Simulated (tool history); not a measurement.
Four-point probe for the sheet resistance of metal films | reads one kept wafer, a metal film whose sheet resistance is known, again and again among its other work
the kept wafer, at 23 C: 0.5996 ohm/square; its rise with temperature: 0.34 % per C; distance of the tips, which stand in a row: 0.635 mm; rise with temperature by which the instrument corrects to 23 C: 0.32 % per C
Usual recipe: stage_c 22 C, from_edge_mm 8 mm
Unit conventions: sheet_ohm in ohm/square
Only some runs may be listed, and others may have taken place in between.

run     day  stage_c  from_edge_mm  sheet_ohm
  1       0       22             8   0.605356
  2   2.108       22            29   0.603753
  3   4.246       22            29   0.603845
  4    5.75       30             8   0.606927
  5   7.271       30             8   0.606934
  6   9.454       20             8   0.606072
  7  10.946       20             8   0.606127
  8  12.967       22             3    0.61859
  9  15.479       22             3   0.618765
 10  17.746       22            43   0.604772
 11  19.775       22            43   0.604893
 12  21.783       22            43   0.605214
     23.104  -- new probe head fitted
 13  23.925       26             8   0.604345
 14  25.583       22             8   0.604548
 15  28.729       22            11   0.603475
 16  30.642       33             8   0.605727
 17  33.404       33             8   0.606062
 18  35.175       18             8   0.604396
 19  37.479       18            13     0.6035
     37.721  -- stage's thermometer calibrated
 20  39.033       22             8   0.605209
 21  40.308       22             8   0.605563
 22  42.733       22             8   0.605726
 23   44.45       27             8   0.606143
     45.079  -- stage's thermometer calibrated, once more
 24  47.542       27            26   0.605412
 25  49.975       22            64   0.604974
 26  52.454       23             3   0.619589
 27  53.904       23            22   0.605444
 28  56.758       26            65   0.605995
 29  59.604       21            18    0.60618
 30  62.646       32            27   0.607152
 31  65.675       33            45   0.607628
 32  68.117       33            45   0.607595
 33  70.588       29             6   0.610996
 34  73.075       29             6   0.611187
 35  74.821       21            73   0.606554
 36  76.388       21            73   0.607102
 37  78.025       21            73   0.606997
 38  79.496       31            42   0.608499
 39  82.096       20            42   0.607341
 40  83.767       19             6    0.61092
 41    86.7       29             8   0.610712
 42  88.246       24            35   0.608197
 43  89.908       23            16   0.608598
 44  93.042       33            15   0.610292

Each row is a separate what-if for the run after 44, all from the same tool condition, not one after another. Results?
  A  95.996       27            21          ?
  B  95.996       26             9          ?
  C  95.996       31            21          ?
  D  95.996       22            13          ?
  E  95.996       22            15          ?

run  sheet_ohm
  A   0.609325
  B   0.610738
  C   0.609966
  D    0.60951
  E   0.609067
Had the tool no hidden state, the same runs would have come out as:
run  sheet_ohm
  A    0.60019
  B   0.601585
  C   0.600816
  D    0.60038
  E   0.599943
